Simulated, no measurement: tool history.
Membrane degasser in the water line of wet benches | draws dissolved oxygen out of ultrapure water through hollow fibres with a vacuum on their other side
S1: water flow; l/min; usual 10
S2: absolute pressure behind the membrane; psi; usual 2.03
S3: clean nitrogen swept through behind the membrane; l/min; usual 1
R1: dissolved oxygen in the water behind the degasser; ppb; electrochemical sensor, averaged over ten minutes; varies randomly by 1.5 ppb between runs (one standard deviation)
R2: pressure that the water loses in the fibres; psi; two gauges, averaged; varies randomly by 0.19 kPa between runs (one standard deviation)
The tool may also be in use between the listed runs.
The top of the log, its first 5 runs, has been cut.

| run | hour | S1 | S2 | S3 | R1 | R2 |
|---|---|---|---|---|---|---|
| 6 | 180.2 | 15 | 2.03 | 1 | 383.6 | 8.763 |
| 7 | 226.1 | 15 | 2.03 | 0.46 | 709.6 | 8.791 |
| 8 | 254.1 | 15 | 2.03 | 0.46 | 699.4 | 8.753 |
| 9 | 288.8 | 10 | 4.1 | 1 | 576 | 5.867 |
| 10 | 324.4 | 10 | 2.93 | 1 | 400.8 | 5.82 |
| 11 | 372.4 | 10 | 2.93 | 1 | 402.6 | 5.855 |
| 12 | 419.3 | 10 | 2.93 | 1 | 404.9 | 5.848 |
| 13 | 471.3 | 10 | 2.93 | 1 | 400.2 | 5.868 |
| 14 | 517.8 | 10 | 2.93 | 1 | 402.4 | 5.8 |
| 15 | 542 | 8 | 2.03 | 1 | 211.3 | 4.673 |
| 16 | 563.3 | 7 | 2.03 | 1 | 187.9 | 4.132 |
| 17 | 601.3 | 7 | 2.03 | 1 | 188.8 | 4.105 |
| 18 | 639.4 | 15 | 2.03 | 2.14 | 203 | 8.817 |
| 19 | 672.9 | 10 | 4.35 | 1 | 613.9 | 5.899 |
| 20 | 704.7 | 6 | 3.31 | 1 | 292.3 | 3.493 |
| 21 | 738.9 | 6 | 2.41 | 2.61 | 81.1 | 3.535 |
| 22 | 775.8 | 6 | 2.41 | 2.61 | 81.3 | 3.551 |
| 23 | 821.4 | 9 | 1.94 | 1 | 228 | 5.31 |

Run 24 is up next; what results do you expect?
| 24 | 864 | 9 | 1.94 | 1 | ? | ? |

Run 24 measured R1 227 ppb, R2 5.279 psi.
Minus the tool's unlogged condition, the same run would have read R1 218.3 ppb, R2 5.188 psi.

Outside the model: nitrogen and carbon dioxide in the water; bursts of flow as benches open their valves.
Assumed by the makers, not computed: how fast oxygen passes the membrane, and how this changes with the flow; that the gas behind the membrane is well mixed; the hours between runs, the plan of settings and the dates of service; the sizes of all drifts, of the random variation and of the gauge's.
